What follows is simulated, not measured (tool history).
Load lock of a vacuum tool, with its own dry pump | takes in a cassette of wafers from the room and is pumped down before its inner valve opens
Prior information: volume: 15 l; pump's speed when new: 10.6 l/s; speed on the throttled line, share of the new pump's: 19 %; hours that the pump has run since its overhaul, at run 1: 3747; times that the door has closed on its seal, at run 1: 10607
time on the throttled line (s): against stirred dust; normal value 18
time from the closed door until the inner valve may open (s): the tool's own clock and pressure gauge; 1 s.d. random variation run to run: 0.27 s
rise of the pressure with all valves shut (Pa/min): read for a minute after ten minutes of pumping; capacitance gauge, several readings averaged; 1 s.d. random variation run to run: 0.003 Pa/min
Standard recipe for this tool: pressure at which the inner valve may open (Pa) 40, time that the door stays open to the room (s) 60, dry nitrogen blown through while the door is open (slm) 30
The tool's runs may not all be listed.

run,hour,time on the throttled line (s),pressure at which the inner valve may open (Pa),time that the door stays open to the room (s),dry nitrogen blown through while the door is open (slm),hours that the pump has run since its overhaul,times that the door has closed on its seal,"incoming humidity of the room's air, %",time from the closed door until the inner valve may open (s),rise of the pressure with all valves shut (Pa/min)
1,0.0,18,40,60,30,3747,10607,46.8,26.1,0.216
2,220.6,18,40,60,30,3968,11656,43.1,26.6,0.222
3,475.3,18,40,60,30,4222,12868,45.3,26.6,0.243
4,670.7,18,40,44,30,4418,13797,47.0,26.0,0.273
5,944.6,18,40,60,30,4692,15100,44.1,26.3,0.292
6,1079.0,18,65,60,30,4826,15740,44.7,25.5,0.306
7,1360.2,18,40,60,30,5107,17077,44.8,26.2,0.338
8,1524.6,18,40,60,30,5272,17860,44.9,25.9,0.355
9,1824.8,18,40,60,30,5572,19287,45.8,26.1,0.396
10,2026.1,18,40,70,30,5773,20245,45.3,26.3,0.429
11,2305.6,18,40,155,30,6052,21575,45.1,26.5,0.473
12,2618.9,18,40,60,30,6366,23065,42.8,26.6,0.511
13,2931.1,18,40,60,30,6678,24551,44.1,26.3,0.553
14,3066.9,18,40,60,30,6814,25197,46.9,26.4,0.574
15,3200.2,18,40,60,4,6947,25831,44.0,26.0,0.636
16,3435.2,18,40,60,4,7182,26949,45.5,26.7,0.665
17,3596.5,18,40,39,30,7343,27716,42.9,26.3,0.651
# hour 3670.0: door's seal changed, seat wiped
18,3794.5,18,40,39,30,7540,593,47.4,26.8,0.048
19,3943.2,18,59,60,13,7689,1300,44.2,25.7,0.077
20,4106.9,15,58,106,25,7852,2079,41.8,23.9,0.077
21,4357.1,30,40,178,30,8103,3269,44.2,36.2,0.102
22,4664.5,14,40,178,30,8410,4732,47.3,24.0,0.119
23,4840.5,14,40,178,30,8586,5569,43.8,23.4,0.130
24,5100.1,15,60,178,12,8845,6804,44.3,23.2,0.175
25,5240.7,18,40,60,42,8986,7473,42.2,26.6,0.117
26,5500.5,18,40,60,42,9246,8709,44.2,26.7,0.140
27,5804.3,18,74,51,10,9550,10154,46.1,26.0,0.188
28,5999.2,11,60,34,6,9745,11081,44.9,20.9,0.201
29,6249.6,11,60,34,6,9995,12273,43.7,20.5,0.224
30,6494.6,18,65,51,7,10240,13438,46.8,26.0,0.259
31,6708.7,32,80,59,8,10454,14456,46.4,36.0,0.286
32,6989.1,18,40,27,16,10735,15790,46.4,26.8,0.272
33,7230.8,18,40,27,16,10976,16940,43.6,26.9,0.302
34,7379.7,18,40,27,16,11125,17649,43.9,27.1,0.322
35,7520.2,14,40,73,17,11266,18317,45.0,24.1,0.355
36,7731.5,14,55,186,17,11477,19322,44.3,23.6,0.410

5 options for the next run, each taken on its own from the tool as it stands now. Forecast them:
A,8003.9,18,61,201,30,11749,20618,45.5,?,?
B,8003.9,18,40,173,30,11749,20618,47.4,?,?
C,8003.9,30,60,186,7,11749,20618,44.6,?,?
D,8003.9,10,32,60,30,11749,20618,45.3,?,?
E,8003.9,14,55,153,17,11749,20618,47.3,?,?

run,time from the closed door until the inner valve may open (s),rise of the pressure with all valves shut (Pa/min)
A,26.1,0.425
B,27.4,0.431
C,35.5,0.479
D,21.6,0.409
E,23.0,0.433
Stripped of hidden state, with their random variation kept, the same runs would have yielded:
run,time from the closed door until the inner valve may open (s),rise of the pressure with all valves shut (Pa/min)
A,24.7,0.076
B,25.8,0.073
C,34.5,0.128
D,19.6,0.050
E,21.4,0.087
